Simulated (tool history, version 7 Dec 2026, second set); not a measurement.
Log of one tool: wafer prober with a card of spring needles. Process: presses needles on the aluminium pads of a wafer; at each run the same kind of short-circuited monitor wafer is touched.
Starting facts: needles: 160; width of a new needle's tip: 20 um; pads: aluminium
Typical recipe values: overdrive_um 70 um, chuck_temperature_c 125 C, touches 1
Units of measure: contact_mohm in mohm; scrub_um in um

run,hour,overdrive_um,chuck_temperature_c,touches,contact_mohm,scrub_um
1,0.0,70,125,1,138,13.58
2,13.1,70,43,1,204,13.59
3,23.5,70,125,2,190,13.47
# hour 25.4: tips cleaned on abrasive film
4,34.6,70,125,2,167,13.59
# hour 50.0: tips cleaned on abrasive film
5,55.5,70,125,2,159,13.45
# hour 75.2: tips cleaned on abrasive film
6,76.8,70,125,2,141,13.55
7,90.1,70,67,1,210,13.49
# hour 101.2: tips cleaned on abrasive film
8,101.3,70,67,1,133,13.40
9,114.9,74,102,2,169,14.22

Estimate the outcome of run 10 from the log above:
# hour 126.9: tips cleaned on abrasive film
10,127.2,74,102,3,?,?

contact_mohm: 129 mohm
scrub_um: 14.29 um
If the tool had no hidden condition, the same run with the same run-to-run variation would have returned contact_mohm 124 mohm, scrub_um 14.44 um.
